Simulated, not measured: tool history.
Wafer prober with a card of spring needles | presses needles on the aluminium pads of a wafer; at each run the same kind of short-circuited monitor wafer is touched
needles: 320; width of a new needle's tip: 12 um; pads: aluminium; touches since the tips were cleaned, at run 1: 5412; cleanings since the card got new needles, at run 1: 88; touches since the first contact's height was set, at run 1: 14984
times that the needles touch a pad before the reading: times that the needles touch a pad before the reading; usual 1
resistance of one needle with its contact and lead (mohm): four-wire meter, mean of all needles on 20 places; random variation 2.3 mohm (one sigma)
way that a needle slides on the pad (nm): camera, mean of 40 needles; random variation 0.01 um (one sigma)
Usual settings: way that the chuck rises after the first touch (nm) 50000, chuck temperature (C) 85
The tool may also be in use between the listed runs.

| run | hour | way that the chuck rises after the first touch (nm) | chuck temperature (C) | times that the needles touch a pad before the reading | touches since the tips were cleaned | cleanings since the card got new needles | touches since the first contact's height was set | resistance of one needle with its contact and lead (mohm) | way that a needle slides on the pad (nm) |
|---|---|---|---|---|---|---|---|---|---|
| 1 | 0.0 | 50000 | 85 | 1 | 5412 | 88 | 14984 | 306 | 9140 |
|  | 3.8 | tips cleaned on abrasive film |
|  | 22.3 | tips cleaned on abrasive film |
|  | 40.7 | tips cleaned on abrasive film |
| 2 | 52.4 | 50000 | 85 | 2 | 4323 | 91 | 34349 | 297 | 9090 |
|  | 56.0 | tips cleaned on abrasive film |
|  | 73.7 | tips cleaned on abrasive film |
|  | 88.5 | tips cleaned on abrasive film |
|  | 106.2 | tips cleaned on abrasive film |
| 3 | 112.6 | 50000 | 85 | 2 | 2405 | 95 | 56610 | 290 | 9050 |
|  | 116.4 | tips cleaned on abrasive film, once more |
|  | 134.2 | tips cleaned on abrasive film |
|  | 149.0 | tips cleaned on abrasive film |
| 4 | 162.3 | 50000 | 85 | 1 | 4934 | 98 | 74956 | 312 | 9010 |
|  | 165.2 | tips cleaned on abrasive film |
|  | 182.2 | tips cleaned on abrasive film |
|  | 199.2 | tips cleaned on abrasive film |
|  | 199.5 | height of the first contact set anew |
| 5 | 210.2 | 50000 | 85 | 1 | 3966 | 101 | 3966 | 306 | 9140 |
|  | 217.4 | tips cleaned on abrasive film |
|  | 232.2 | tips cleaned on abrasive film |
|  | 250.2 | tips cleaned on abrasive film |
| 6 | 251.8 | 50000 | 85 | 2 | 577 | 104 | 19325 | 287 | 9150 |
|  | 266.0 | tips cleaned on abrasive film |
|  | 284.3 | tips cleaned on abrasive film |
| 7 | 286.1 | 50000 | 85 | 1 | 662 | 106 | 32034 | 287 | 9100 |
|  | 300.7 | tips cleaned on abrasive film |
|  | 318.4 | tips cleaned on abrasive film |
|  | 335.7 | tips cleaned on abrasive film |
| 8 | 339.9 | 64000 | 85 | 1 | 1579 | 109 | 51937 | 287 | 11640 |
|  | 351.1 | tips cleaned on abrasive film |
|  | 368.6 | tips cleaned on abrasive film |
|  | 383.4 | tips cleaned on abrasive film |
|  | 399.8 | tips cleaned on abrasive film |
| 9 | 399.8 | 64000 | 85 | 1 | 0 | 113 | 74050 | 281 | 11600 |
|  | 417.4 | tips cleaned on abrasive film |
|  | 435.4 | tips cleaned on abrasive film |
|  | 439.4 | height of the first contact set anew |
|  | 450.5 | tips cleaned on abrasive film |
| 10 | 464.7 | 64000 | 85 | 1 | 5274 | 116 | 9377 | 302 | 11740 |
|  | 468.5 | tips cleaned on abrasive film |
|  | 485.1 | tips cleaned on abrasive film |
|  | 502.9 | tips cleaned on abrasive film |
| 11 | 514.5 | 64000 | 85 | 1 | 4326 | 119 | 27782 | 297 | 11690 |
|  | 518.3 | tips cleaned on abrasive film |
|  | 536.6 | tips cleaned on abrasive film |
|  | 554.8 | tips cleaned on abrasive film |
|  | 569.6 | tips cleaned on abrasive film |
| 12 | 576.1 | 64000 | 85 | 1 | 2422 | 123 | 50541 | 289 | 11620 |
|  | 587.2 | tips cleaned on abrasive film |
|  | 602.1 | tips cleaned on abrasive film |
| 13 | 613.3 | 64000 | 96 | 1 | 4169 | 125 | 64282 | 298 | 11590 |
|  | 617.1 | tips cleaned on abrasive film |
|  | 634.5 | tips cleaned on abrasive film |
| 14 | 644.1 | 64000 | 96 | 1 | 3552 | 127 | 75668 | 297 | 11570 |
|  | 650.4 | tips cleaned on abrasive film |
|  | 668.4 | tips cleaned on abrasive film |
|  | 679.7 | height of the first contact set anew |
|  | 683.5 | tips cleaned on abrasive film |
| 15 | 695.4 | 52000 | 113 | 1 | 4449 | 130 | 5817 | 315 | 9520 |
|  | 699.2 | tips cleaned on abrasive film |
|  | 717.2 | tips cleaned on abrasive film |
|  | 732.1 | tips cleaned on abrasive film |
|  | 748.9 | tips cleaned on abrasive film |
| 16 | 761.3 | 35000 | 113 | 1 | 4634 | 134 | 30178 | 354 | 6370 |
|  | 765.1 | tips cleaned on abrasive film |
|  | 781.8 | tips cleaned on abrasive film |
| 17 | 791.2 | 32000 | 34 | 1 | 3496 | 136 | 41194 | 340 | 5770 |
|  | 798.1 | tips cleaned on abrasive film |
|  | 812.9 | tips cleaned on abrasive film |
| 18 | 820.8 | 32000 | 34 | 1 | 2934 | 138 | 52146 | 325 | 5760 |
|  | 831.0 | tips cleaned on abrasive film |
|  | 848.9 | tips cleaned on abrasive film |
|  | 867.3 | tips cleaned on abrasive film |
|  | 882.1 | tips cleaned on abrasive film |
| 19 | 887.2 | 57000 | 85 | 1 | 1909 | 142 | 76706 | 298 | 10280 |
|  | 898.4 | tips cleaned on abrasive film |
|  | 913.2 | tips cleaned on abrasive film |
|  | 920.8 | height of the first contact set anew |
|  | 932.0 | tips cleaned on abrasive film |
| 20 | 933.8 | 50000 | 27 | 1 | 674 | 145 | 4776 | 275 | 9160 |
|  | 947.9 | tips cleaned on abrasive film |
|  | 965.1 | tips cleaned on abrasive film |
|  | 982.2 | tips cleaned on abrasive film |
| 21 | 982.2 | 50000 | 61 | 1 | 0 | 148 | 22656 | 280 | 9110 |
|  | 999.8 | tips cleaned on abrasive film |
|  | 1018.3 | tips cleaned on abrasive film |
| 22 | 1028.6 | 46000 | 87 | 1 | 3821 | 150 | 39845 | 317 | 8360 |
|  | 1035.5 | tips cleaned on abrasive film |
|  | 1052.6 | tips cleaned on abrasive film |
| 23 | 1064.5 | 50000 | 34 | 1 | 4439 | 152 | 53140 | 301 | 9050 |
|  | 1068.2 | tips cleaned on abrasive film |
|  | 1085.0 | tips cleaned on abrasive film |
|  | 1102.4 | tips cleaned on abrasive film |
|  | 1117.2 | tips cleaned on abrasive film |
| 24 | 1127.6 | 32000 | 80 | 1 | 3889 | 156 | 76462 | 360 | 5710 |
|  | 1134.2 | tips cleaned on abrasive film |
|  | 1149.0 | tips cleaned on abrasive film |
|  | 1161.0 | height of the first contact set anew |
| 25 | 1161.0 | 32000 | 80 | 1 | 4336 | 158 | 0 | 355 | 5850 |
|  | 1164.8 | tips cleaned on abrasive film |
|  | 1180.8 | tips cleaned on abrasive film |
|  | 1195.6 | tips cleaned on abrasive film |
|  | 1214.1 | tips cleaned on abrasive film |
| 26 | 1223.7 | 32000 | 118 | 1 | 3573 | 162 | 23164 | 364 | 5820 |
|  | 1230.7 | tips cleaned on abrasive film |
|  | 1248.0 | tips cleaned on abrasive film |
| 27 | 1262.2 | 56000 | 85 | 1 | 5284 | 164 | 37422 | 312 | 10190 |
|  | 1266.0 | tips cleaned on abrasive film |
|  | 1280.8 | tips cleaned on abrasive film |
| 28 | 1293.5 | 56000 | 32 | 1 | 4713 | 166 | 48973 | 292 | 10180 |

Forecast each of these 4 alternatives for the next run:
|  | 1297.2 | tips cleaned on abrasive film |
|  | 1315.4 | tips cleaned on abrasive film |
|  | 1331.4 | tips cleaned on abrasive film |
| A | 1334.7 | 66000 | 85 | 1 | 1250 | 169 | 64204 | ? | ? |
|  | 1297.2 | tips cleaned on abrasive film |
|  | 1315.4 | tips cleaned on abrasive film |
|  | 1331.4 | tips cleaned on abrasive film |
| B | 1334.7 | 43000 | 60 | 1 | 1250 | 169 | 64204 | ? | ? |
|  | 1297.2 | tips cleaned on abrasive film |
|  | 1315.4 | tips cleaned on abrasive film |
|  | 1331.4 | tips cleaned on abrasive film |
| C | 1334.7 | 56000 | 28 | 1 | 1250 | 169 | 64204 | ? | ? |
|  | 1297.2 | tips cleaned on abrasive film |
|  | 1315.4 | tips cleaned on abrasive film |
|  | 1331.4 | tips cleaned on abrasive film |
| D | 1334.7 | 39000 | 32 | 3 | 1250 | 169 | 64204 | ? | ? |

| run | resistance of one needle with its contact and lead (mohm) | way that a needle slides on the pad (nm) |
|---|---|---|
| A | 291 | 11960 |
| B | 301 | 7760 |
| C | 278 | 10120 |
| D | 279 | 7010 |
Without the tool's hidden state the same runs would have given:
| run | resistance of one needle with its contact and lead (mohm) | way that a needle slides on the pad (nm) |
|---|---|---|
| A | 278 | 12100 |
| B | 274 | 7900 |
| C | 261 | 10260 |
| D | 264 | 7150 |
